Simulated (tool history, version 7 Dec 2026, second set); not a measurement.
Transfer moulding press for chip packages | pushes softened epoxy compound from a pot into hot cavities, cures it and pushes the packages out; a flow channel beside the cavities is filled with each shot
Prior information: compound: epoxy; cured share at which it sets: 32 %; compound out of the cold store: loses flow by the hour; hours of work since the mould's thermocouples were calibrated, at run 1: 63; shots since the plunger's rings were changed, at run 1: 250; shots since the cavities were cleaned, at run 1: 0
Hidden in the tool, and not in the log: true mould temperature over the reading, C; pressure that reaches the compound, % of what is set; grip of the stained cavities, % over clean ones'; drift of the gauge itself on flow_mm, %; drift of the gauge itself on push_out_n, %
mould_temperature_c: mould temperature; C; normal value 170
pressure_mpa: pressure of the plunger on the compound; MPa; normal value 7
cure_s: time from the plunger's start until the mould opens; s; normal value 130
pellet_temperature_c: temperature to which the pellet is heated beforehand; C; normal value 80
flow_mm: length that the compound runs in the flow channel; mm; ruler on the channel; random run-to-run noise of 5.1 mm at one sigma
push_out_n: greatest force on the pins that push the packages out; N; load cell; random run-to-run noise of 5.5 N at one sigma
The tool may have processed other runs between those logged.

run,hour,mould_temperature_c,pressure_mpa,cure_s,pellet_temperature_c,hours of work since the mould's thermocouples were calibrated,shots since the plunger's rings were changed,shots since the cavities were cleaned,incoming compound's hours out of the cold store,flow_mm,push_out_n
1,0,170,7,130,80,63,250,0,45.6,815,190
2,4.4,170,7,130,80,66,284,34,30,852,205
3,13.2,170,5.97,130,80,71,354,104,41,761,222
4,17.1,170,7.06,130,80,73,384,134,41.7,817,236
5,21.7,170,7.06,130,80,76,421,171,38.3,839,232
6,26.6,170,7.06,130,80,78,459,209,14.1,895,264
7,36.1,170,7.06,130,80,84,535,285,44.7,819,273
8,43.8,170,7.66,130,80,88,596,346,24,903,290
9,48.1,170,7.66,130,80,91,630,380,36.9,869,304
10,53.4,170,7.66,130,80,94,671,421,45.3,843,307
11,58.6,170,7.58,130,80,97,712,462,13.5,931,310
12,67.8,170,7.58,130,80,102,785,535,13,919,332
# hour 71.9: cavities cleaned with cleaning compound and waxed
13,77.8,170,7.58,130,80,107,852,47,44.4,838,397
14,82.8,170,7,130,73,110,892,87,28.3,851,396
15,89.4,170,7,142,80,114,943,138,47.2,809,394
16,95.6,170,7.91,137,78,117,992,187,9.2,951,406
17,101.8,173,8.51,146,73,121,1042,237,19.4,938,377
18,107.1,173,8.51,146,73,124,1083,278,39.6,888,393
19,111.3,175,7,130,85,126,1117,312,20.6,831,402
# hour 120: cavities cleaned with cleaning compound and waxed, once more
20,121.6,175,7,130,85,131,1186,13,31.1,806,174
21,128.7,175,7,115,73,135,1242,69,47.5,764,201
22,132.7,175,7,115,73,138,1273,100,28.9,808,221
23,137.7,164,6.89,150,81,141,1313,140,13.4,902,281
24,147.4,164,6.89,150,81,146,1390,217,9.2,916,293
25,153.1,173,7.49,116,75,149,1434,261,38.3,826,274
26,161.5,178,5.43,158,80,154,1501,328,18.3,720,260
27,169.4,171,7.35,157,80,159,1563,390,35.9,829,282
28,176.7,166,7.35,162,74,163,1621,448,12.9,925,306
29,181.7,170,8.22,130,80,166,1661,488,40.8,874,317

Branching from run 29: 4 alternative next runs. What would each branch give?
A,187.6,170,6.73,161,80,169,1707,534,42.5,?,?
B,187.6,170,5.48,133,76,169,1707,534,23.9,?,?
C,187.6,170,8.54,140,75,169,1707,534,33.1,?,?
D,187.6,170,7,141,73,169,1707,534,13.2,?,?

run,flow_mm,push_out_n
A,780,305
B,744,323
C,901,326
D,864,316
Had the tool no hidden state, the same runs would have come out as:
run,flow_mm,push_out_n
A,805,177
B,768,186
C,931,186
D,893,179
